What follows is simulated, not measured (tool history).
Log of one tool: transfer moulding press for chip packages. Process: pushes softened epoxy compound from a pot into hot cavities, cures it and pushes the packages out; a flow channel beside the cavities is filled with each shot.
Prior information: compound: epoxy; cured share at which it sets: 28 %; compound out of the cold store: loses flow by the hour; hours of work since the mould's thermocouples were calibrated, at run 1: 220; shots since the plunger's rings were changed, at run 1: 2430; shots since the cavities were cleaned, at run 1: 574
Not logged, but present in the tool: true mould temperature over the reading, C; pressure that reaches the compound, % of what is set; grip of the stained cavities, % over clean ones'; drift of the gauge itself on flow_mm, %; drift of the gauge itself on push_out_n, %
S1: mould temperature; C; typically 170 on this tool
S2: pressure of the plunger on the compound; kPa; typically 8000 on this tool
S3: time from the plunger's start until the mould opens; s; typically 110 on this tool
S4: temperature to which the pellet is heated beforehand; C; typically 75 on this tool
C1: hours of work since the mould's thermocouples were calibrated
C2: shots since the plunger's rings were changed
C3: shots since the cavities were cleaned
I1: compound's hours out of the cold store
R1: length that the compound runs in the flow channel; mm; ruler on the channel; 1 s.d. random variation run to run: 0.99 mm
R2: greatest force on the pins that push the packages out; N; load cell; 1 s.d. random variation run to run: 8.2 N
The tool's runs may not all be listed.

run 1 hour=0.0 | S1=170 S2=8000 S3=110 S4=75 | C1=220 C2=2430 C3=574 | I1=8.4 | R1=511.8 R2=554
run 2 hour=9.4 | S1=170 S2=8000 S3=110 S4=75 | C1=224 C2=2502 C3=646 | I1=36.9 | R1=470.8 R2=508
run 3 hour=15.9 | S1=170 S2=7100 S3=110 S4=75 | C1=227 C2=2552 C3=696 | I1=19.3 | R1=466.0 R2=548
-- hour=21.0 plunger's sealing rings changed
run 4 hour=27.5 | S1=170 S2=8000 S3=110 S4=75 | C1=231 C2=50 C3=766 | I1=35.4 | R1=490.2 R2=554
-- hour=29.9 cavities cleaned with cleaning compound and waxed
run 5 hour=40.1 | S1=170 S2=8000 S3=110 S4=75 | C1=236 C2=135 C3=78 | I1=13.7 | R1=521.2 R2=409
run 6 hour=50.1 | S1=170 S2=8000 S3=110 S4=75 | C1=241 C2=212 C3=155 | I1=38.5 | R1=485.3 R2=427
run 7 hour=57.1 | S1=170 S2=8000 S3=110 S4=75 | C1=244 C2=266 C3=209 | I1=24.8 | R1=504.1 R2=436
run 8 hour=68.8 | S1=170 S2=8000 S3=110 S4=75 | C1=249 C2=355 C3=298 | I1=23.0 | R1=506.2 R2=456
run 9 hour=74.8 | S1=170 S2=7410 S3=110 S4=75 | C1=252 C2=401 C3=344 | I1=40.9 | R1=462.3 R2=469

Run 10 comes next. What will it give?
run 10 hour=84.9 | S1=170 S2=8000 S3=110 S4=75 | C1=257 C2=479 C3=422 | I1=12.0 | R1=? R2=?

Run 10 yielded R1 521.9 mm, R2 497 N.
With no hidden state in the tool, this same run would have given R1 524.5 mm, R2 350 N.
